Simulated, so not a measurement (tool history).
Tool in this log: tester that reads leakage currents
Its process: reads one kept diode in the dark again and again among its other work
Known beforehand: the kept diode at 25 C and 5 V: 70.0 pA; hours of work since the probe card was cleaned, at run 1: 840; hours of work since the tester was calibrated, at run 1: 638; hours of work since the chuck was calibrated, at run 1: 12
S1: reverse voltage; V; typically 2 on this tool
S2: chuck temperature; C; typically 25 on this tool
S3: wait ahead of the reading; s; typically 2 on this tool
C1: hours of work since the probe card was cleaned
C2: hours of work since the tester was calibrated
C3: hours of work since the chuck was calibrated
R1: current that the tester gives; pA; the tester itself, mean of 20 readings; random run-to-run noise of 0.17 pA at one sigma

run	day	S1	S2	S3	C1	C2	C3	R1
1	0	2	25	2	840	638	12	53.05
2	2.596	2	47	2	880	679	53	319.81
3	5.338	5.28	25	2	924	722	96	71.65
4	7.821	5.28	25	2	963	762	136	71.86
5	11.712	2	25	0.34	1024	823	197	53.44
6	14.042	2	25	2	1061	860	234	52.61
7	15.942	2	25	2	1091	890	264	52.66
8	18.921	2	25	2	1138	937	311	52.93
9	23.179	2	25	2	1206	1004	378	52.98
10	27.254	2	25	2	1270	1068	442	52.78
11	31.308	2	25	2	1334	1132	506	52.83
12	35.692	2	25	8.24	1403	1202	576	52.79
13	39.929	2	25	2	1470	1269	643	53.17
14	41.846	2	25	2	1500	1299	673	52.76
15	43.846	2	25	2	1532	1330	704	52.8
16	47.6	2	25	2	1591	1390	764	53.16
17	49.438	2	25	2	1620	1419	793	53.01
18	51.788	1.08	25	2	1657	1456	830	43.94
19	55.042	1.08	25	2	1709	1507	881	43.74
20	58.738	1.08	25	2	1767	1566	940	43.89
21	62.604	2	25	0.42	1828	1627	1001	53.38
# day 65.317: probe card cleaned and baked
22	66.108	2	24	9.18	13	1680	1054	48.73
23	70.533	2	24	9.18	82	1750	1124	48.58
24	74.208	2.63	25	2.33	140	1808	1182	57.62
25	76.388	1.38	54	0.55	175	1842	1216	481.35
26	79.675	1.12	35	0.55	227	1894	1268	103.6
27	83.575	2.86	35	1	288	1956	1330	138.15
28	85.792	3.84	25	2	323	1991	1365	64.92
29	88.317	2	29	2	363	2031	1405	75.11
30	90.238	2	29	2	394	2061	1435	74.83
31	93.529	2	29	2	446	2113	1487	74.78
32	95.45	2	29	0.58	476	2143	1517	74.93
33	98.683	7.04	29	8.28	527	2194	1568	110.28
34	101.942	1.36	27	2	578	2246	1620	55.86
35	104.433	2.64	59	1.32	618	2285	1659	845.45
36	108.592	2.64	59	1.8	683	2351	1725	841.66
37	113.025	2	25	0.97	753	2421	1795	53.01
38	116.312	2	29	1.85	805	2473	1847	74.86
39	119.792	2	25	0.32	860	2528	1902	53.26

Hidden condition of the tool, last listed run before each entry between runs versus first listed run after:
Between runs 21 and 22: probe card cleaned and baked (day 65.317)
  stray current of the dirty probe card, pA a volt: 0.026 -> 0.02

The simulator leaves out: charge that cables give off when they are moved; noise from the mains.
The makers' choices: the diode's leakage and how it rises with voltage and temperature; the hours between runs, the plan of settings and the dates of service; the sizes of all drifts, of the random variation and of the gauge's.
